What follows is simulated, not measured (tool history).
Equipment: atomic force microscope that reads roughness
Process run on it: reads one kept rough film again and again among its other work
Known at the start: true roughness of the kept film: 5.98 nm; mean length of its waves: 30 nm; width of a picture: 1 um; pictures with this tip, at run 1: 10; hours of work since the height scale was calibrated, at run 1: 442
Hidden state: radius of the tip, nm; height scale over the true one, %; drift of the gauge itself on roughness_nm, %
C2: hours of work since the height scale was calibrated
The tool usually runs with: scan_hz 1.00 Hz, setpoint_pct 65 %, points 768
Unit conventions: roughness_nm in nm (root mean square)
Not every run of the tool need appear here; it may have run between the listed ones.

run 1 hour=0.0 | scan_hz=1.00 setpoint_pct=65 points=768 | pictures_with_this_tip=10 C2=442 | roughness_nm=4.541
run 2 hour=33.9 | scan_hz=1.00 setpoint_pct=65 points=371 | pictures_with_this_tip=43 C2=458 | roughness_nm=4.538
run 3 hour=78.6 | scan_hz=1.00 setpoint_pct=65 points=371 | pictures_with_this_tip=86 C2=478 | roughness_nm=4.465
run 4 hour=129.8 | scan_hz=1.08 setpoint_pct=65 points=371 | pictures_with_this_tip=136 C2=502 | roughness_nm=4.499
-- hour=157.9 new tip fitted
run 5 hour=190.4 | scan_hz=1.00 setpoint_pct=65 points=768 | pictures_with_this_tip=32 C2=530 | roughness_nm=4.510
run 6 hour=245.5 | scan_hz=1.00 setpoint_pct=67 points=768 | pictures_with_this_tip=85 C2=555 | roughness_nm=4.502
run 7 hour=280.9 | scan_hz=1.00 setpoint_pct=61 points=768 | pictures_with_this_tip=120 C2=572 | roughness_nm=4.552
-- hour=323.9 new tip fitted
run 8 hour=328.0 | scan_hz=1.00 setpoint_pct=62 points=768 | pictures_with_this_tip=4 C2=593 | roughness_nm=4.589
run 9 hour=363.3 | scan_hz=1.00 setpoint_pct=62 points=768 | pictures_with_this_tip=39 C2=610 | roughness_nm=4.530
run 10 hour=398.1 | scan_hz=1.00 setpoint_pct=62 points=768 | pictures_with_this_tip=72 C2=626 | roughness_nm=4.561
run 11 hour=456.0 | scan_hz=1.04 setpoint_pct=83 points=768 | pictures_with_this_tip=129 C2=653 | roughness_nm=4.194
-- hour=487.1 new tip fitted
run 12 hour=487.1 | scan_hz=1.57 setpoint_pct=61 points=1016 | pictures_with_this_tip=0 C2=667 | roughness_nm=4.532
run 13 hour=549.0 | scan_hz=0.73 setpoint_pct=64 points=886 | pictures_with_this_tip=60 C2=696 | roughness_nm=4.571
run 14 hour=604.1 | scan_hz=0.57 setpoint_pct=57 points=772 | pictures_with_this_tip=113 C2=721 | roughness_nm=4.636
run 15 hour=643.8 | scan_hz=2.62 setpoint_pct=79 points=772 | pictures_with_this_tip=152 C2=740 | roughness_nm=3.794
-- hour=652.5 new tip fitted
run 16 hour=674.9 | scan_hz=2.78 setpoint_pct=79 points=772 | pictures_with_this_tip=22 C2=754 | roughness_nm=3.757
run 17 hour=711.7 | scan_hz=1.17 setpoint_pct=65 points=768 | pictures_with_this_tip=57 C2=771 | roughness_nm=4.507
run 18 hour=778.2 | scan_hz=1.17 setpoint_pct=65 points=768 | pictures_with_this_tip=122 C2=802 | roughness_nm=4.485
-- hour=818.2 new tip fitted
run 19 hour=836.8 | scan_hz=1.17 setpoint_pct=65 points=768 | pictures_with_this_tip=18 C2=829 | roughness_nm=4.493

Describe how what the log doesn't record of the tool's condition differs between the last listed run preceding each entry between runs and the first listed run following it.
In the gap between runs 4 and 5: new tip fitted (hour 157.9)
  radius of the tip, nm: 10.1 -> 10
In the gap between runs 7 and 8: new tip fitted (hour 323.9)
  radius of the tip, nm: 10.1 -> 10
In the gap between runs 11 and 12: new tip fitted (hour 487.1)
  radius of the tip, nm: 10.1 -> 10
In the gap between runs 15 and 16: new tip fitted (hour 652.5)
  radius of the tip, nm: 10.1 -> 10
In the gap between runs 18 and 19: new tip fitted (hour 818.2)
  radius of the tip, nm: 10.1 -> 10
